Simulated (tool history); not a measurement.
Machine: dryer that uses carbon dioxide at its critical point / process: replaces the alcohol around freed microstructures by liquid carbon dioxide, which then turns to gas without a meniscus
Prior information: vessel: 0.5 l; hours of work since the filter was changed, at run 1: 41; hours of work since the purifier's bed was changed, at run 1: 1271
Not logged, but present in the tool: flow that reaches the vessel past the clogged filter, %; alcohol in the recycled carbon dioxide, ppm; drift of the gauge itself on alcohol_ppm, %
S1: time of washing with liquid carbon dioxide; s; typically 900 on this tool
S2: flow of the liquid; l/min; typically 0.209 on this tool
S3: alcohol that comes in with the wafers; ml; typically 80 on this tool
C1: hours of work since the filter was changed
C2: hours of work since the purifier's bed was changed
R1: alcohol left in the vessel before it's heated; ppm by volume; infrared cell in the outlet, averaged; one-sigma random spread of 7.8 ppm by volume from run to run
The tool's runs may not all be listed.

run    hour    S1     S2   S3   C1    C2     R1
  1       0   900  0.209   80   41  1271    663
  2    33.6  1140  0.209   80   64  1294    304
  3    79.9  1140  0.209   80   95  1325    329
  4   107.1  1140  0.209   80  114  1343    338
  5     139  1140  0.209   80  135  1365    342
  6   189.1   900  0.209   42  169  1399    528
  7   214.4   900  0.209   80  187  1416    812
  8     252   900  0.209   80  212  1442    881
  9   299.8   900  0.209   80  244  1474    931
      340.9  -- purifier's bed changed
 10   352.5   900  0.209   91  278     8    826
 11   379.5   900  0.209   91  296    26    888
 12     404   900  0.209   91  313    43    905
 13   445.7   900  0.209   80  341    71    862
 14   477.3   840  0.209   80  363    92   1240
      486.5  -- inlet filter changed
 15   512.6   900  0.127   80   18   116   4638
 16   535.6   900  0.209   80   33   131    458
 17   582.6   900  0.209   80   65   163    495
 18   617.6   900  0.209   80   89   187    520
 19   645.4   900  0.209   80  108   206    535
 20   677.9   900  0.209   80  130   228    590
 21   718.7   900  0.209   75  157   255    586
 22   756.4   900  0.209   80  183   281    650
 23   779.7   900  0.209   80  199   297    677
 24   815.9   900  0.209   80  223   321    721
 25   865.7   900  0.209   80  257   355    760
 26   896.7   660  0.338  107  278   376    378
 27   937.7   900  0.133  119  306   404   8306
 28   980.9   900  0.209   40  335   433    491
 29  1006.3   600  0.152   27  352   450   4514
     1028.2  -- inlet filter changed
 30  1028.2   600    0.2   27    0   465   1254
 31    1067   780  0.199   27   26   491    502
 32  1091.1   780  0.324   27   43   507    114
 33  1137.2  1140  0.346   27   74   538     96
 34  1181.2  1020  0.209   44  104   568    222
 35  1216.7  1260  0.129   52  128   592    936
 36    1240   540  0.129   62  144   608  15978
 37  1260.3   540  0.129   62  157   622  15970
 38  1310.1   900  0.136   80  191   656   4598
 39  1330.5   600  0.146   95  205   669  14796
 40  1369.7   600  0.146   95  231   696  15331
 41  1404.4   960  0.244   80  255   719    293
 42    1449   840  0.209   63  285   750    963
 43    1478   840  0.209   63  305   769    990
 44    1511   840  0.209   63  327   792   1094
 45  1544.5   840  0.209   63  350   814   1093
     1570.6  -- inlet filter changed
 46  1595.7   780   0.27   26   17   848    199
 47  1620.1   780   0.27   26   34   865    204
 48    1664   780   0.27   26   63   895    223

For each run, the measured value with the value that run would have given without the tool's hidden condition subtracted. The run-to-run variation is shared by both, the gauge scatter possibly not:
run     R1
  1   +257
  2   +224
  3   +244
  4   +253
  5   +263
  6   +325
  7   +435
  8   +485
  9   +525
 10   +385
 11   +433
 12   +462
 13   +463
 14   +660
 15   +222
 16    +63
 17   +100
 18   +126
 19   +149
 20   +182
 21   +208
 22   +253
 23   +275
 24   +311
 25   +365
 26   +224
 27  +2936
 28   +288
 29  +1463
 30   +106
 31   +111
 32    +84
 33    +85
 34   +124
 35   +283
 36  +1929
 37  +2092
 38  +1209
 39  +2987
 40  +3425
 41   +206
 42   +499
 43   +527
 44   +608
 45   +626
 46   +137
 47   +141
 48   +154
